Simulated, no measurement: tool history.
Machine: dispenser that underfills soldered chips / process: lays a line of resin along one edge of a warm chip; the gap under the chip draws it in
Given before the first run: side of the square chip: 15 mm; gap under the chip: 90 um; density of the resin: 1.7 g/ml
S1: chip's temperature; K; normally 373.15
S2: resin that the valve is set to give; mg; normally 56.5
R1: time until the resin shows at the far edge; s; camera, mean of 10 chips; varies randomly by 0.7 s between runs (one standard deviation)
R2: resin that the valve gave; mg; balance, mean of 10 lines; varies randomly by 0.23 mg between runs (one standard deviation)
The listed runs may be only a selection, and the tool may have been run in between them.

run 1 hour=0 | S1=373.15 S2=56.5 | R1=88.9 R2=52.05
run 2 hour=3 | S1=373.15 S2=56.5 | R1=96.8 R2=52.04
-- hour=4.3 new syringe of resin
run 3 hour=9.9 | S1=373.15 S2=56.5 | R1=74.8 R2=51.18
run 4 hour=13.6 | S1=373.15 S2=56.5 | R1=85.6 R2=50.95
-- hour=17.4 new syringe of resin
run 5 hour=19.1 | S1=373.15 S2=56.5 | R1=66.6 R2=51.28
run 6 hour=23 | S1=373.15 S2=56.5 | R1=77.1 R2=51.2
run 7 hour=26.5 | S1=388.15 S2=56.5 | R1=49.4 R2=51.46
-- hour=29.3 dispensing valve cleaned and set on the balance
run 8 hour=30.6 | S1=388.15 S2=56.5 | R1=54.3 R2=56.47
-- hour=31.3 new syringe of resin
run 9 hour=34.4 | S1=388.15 S2=56.5 | R1=39.3 R2=56.42
run 10 hour=41.4 | S1=373.15 S2=71.6 | R1=92.1 R2=71.59
-- hour=44.2 new syringe of resin
run 11 hour=47.9 | S1=373.15 S2=71.6 | R1=70.9 R2=71.09
run 12 hour=54.5 | S1=373.15 S2=71.6 | R1=90 R2=70.75
-- hour=57.6 new syringe of resin
run 13 hour=57.7 | S1=373.15 S2=71.6 | R1=63.1 R2=70.34
run 14 hour=63.2 | S1=373.15 S2=71.6 | R1=77.9 R2=69.93
run 15 hour=66.1 | S1=365.15 S2=56.5 | R1=121.2 R2=55.37
-- hour=70.8 new syringe of resin
run 16 hour=72.1 | S1=365.15 S2=56.5 | R1=89.2 R2=55.29
run 17 hour=75.2 | S1=373.15 S2=56.5 | R1=73.5 R2=55.3
run 18 hour=80.1 | S1=383.15 S2=63.1 | R1=59.6 R2=61.51
-- hour=83.9 new syringe of resin
run 19 hour=85.6 | S1=387.15 S2=55.7 | R1=38.8 R2=53.89
run 20 hour=89.1 | S1=387.15 S2=55.7 | R1=43.1 R2=54.18
run 21 hour=93.1 | S1=373.15 S2=52.6 | R1=89.9 R2=50.8
-- hour=96.8 new syringe of resin
run 22 hour=96.9 | S1=373.15 S2=52.6 | R1=63.7 R2=50.71
run 23 hour=102.8 | S1=373.15 S2=63.4 | R1=79.1 R2=60.71
run 24 hour=109.1 | S1=383.15 S2=56.5 | R1=68.3 R2=53.77
-- hour=109.8 new syringe of resin
run 25 hour=115.9 | S1=383.15 S2=56.5 | R1=54 R2=53.76
run 26 hour=119.5 | S1=385.15 S2=56.5 | R1=56.1 R2=53.58
-- hour=123 new syringe of resin
run 27 hour=126.7 | S1=385.15 S2=56.5 | R1=45.1 R2=53.68
run 28 hour=130.6 | S1=365.15 S2=54.9 | R1=117.3 R2=51.88
-- hour=136.3 new syringe of resin
run 29 hour=137 | S1=367.15 S2=49.3 | R1=85.4 R2=46.32
run 30 hour=141.6 | S1=378.15 S2=55 | R1=63.5 R2=51.89
run 31 hour=146.8 | S1=378.15 S2=55 | R1=78.1 R2=51.28
-- hour=149.3 new syringe of resin
run 32 hour=154 | S1=383.15 S2=56.5 | R1=52 R2=52.79
run 33 hour=158.9 | S1=366.15 S2=54.1 | R1=122 R2=50.47

Selected run-to-run steps in R1, each split into two signed amounts: the part the tool would show with no hidden state at all (from settings, incoming material and random variation), and the remainder, which goes to the hidden state together with any gauge scatter not common to the measured and the hidden-state-free results:
What the log doesn't record here: resin's viscosity, % of fresh resin's; dose that the valve gives, % of what is set; true chip temperature over the reading, C; drift of the gauge itself on fill_s, %; drift of the gauge itself on given_mg, %.
Run 9 -> 10: S1 388.15 -> 373.15, S2 56.5 -> 71.6. R1 +52.8 s: hidden state +24.3, all else +28.5.
Run 12 -> 13: new syringe of resin. R1 -26.9 s: hidden state -27, all else +0.1.
Run 15 -> 16: new syringe of resin. R1 -32 s: hidden state -31, all else -1.
Run 27 -> 28: S1 385.15 -> 365.15, S2 56.5 -> 54.9. R1 +72.2 s: hidden state +23.7, all else +48.5.
Run 32 -> 33: S1 383.15 -> 366.15, S2 56.5 -> 54.1. R1 +70 s: hidden state +29.1, all else +40.9.
